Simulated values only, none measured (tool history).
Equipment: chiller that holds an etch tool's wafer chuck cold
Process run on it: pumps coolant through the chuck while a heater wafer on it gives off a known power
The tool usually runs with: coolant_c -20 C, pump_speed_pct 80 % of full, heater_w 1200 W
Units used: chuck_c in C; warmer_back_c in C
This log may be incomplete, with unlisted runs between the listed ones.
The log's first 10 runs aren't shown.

run     day  coolant_c  pump_speed_pct  heater_w  chuck_c  warmer_back_c
 11  25.717        -20              80       716    -13.4           2.67
 12  27.675        -20              80       716    -13.6           2.65
 13  29.792        -20              60      1200     -6.0           6.01
 14  32.308        -20              80      1200     -9.3           4.38
 15  34.796        -20              81      1200     -9.5           4.46
 16  37.083        -21              81      1200    -10.4           4.39
 17  40.325        -21              81      1200    -10.3           4.36
     40.946  -- chiller's thermometer calibrated
 18  43.100        -10              80      1200      0.7           4.49
 19  45.396        -20              97      1200    -10.8           3.60
 20  47.288        -20              97      1200    -10.9           3.69
 21  49.671        -25              93      1200    -15.7           3.87
 22  51.667        -25              93      1200    -15.7           3.81
 23  54.596        -21              84      1200    -10.7           4.18
 24  57.417        -22              80      1200    -11.1           4.50
 25  60.508        -15              80       948     -6.3           3.52
 26  62.738        -15              80       948     -6.3           3.53
 27  64.592        -15              80       948     -6.6           3.52
 28  67.371        -15              80       948     -6.5           3.48
 29  68.879        -15              80      1474     -1.7           5.46
 30  70.896        -20              80       644    -14.2           2.36
 31  72.567        -20              80      1200     -9.3           4.42

Alternative continuations, all from the tool just after run 31; predict every row:
  A  75.362        -20              74      1200        ?              ?
  B  75.362        -16              65      1201        ?              ?
  C  75.362        -25              88       971        ?              ?
  D  75.362        -23              83       623        ?              ?

run  chuck_c  warmer_back_c
  A     -8.4           4.82
  B     -3.2           5.51
  C    -17.1           3.27
  D    -17.5           2.23
What these runs would have given with no unlogged condition in the tool:
run  chuck_c  warmer_back_c
  A     -8.4           4.82
  B     -3.3           5.50
  C    -17.1           3.27
  D    -17.5           2.22
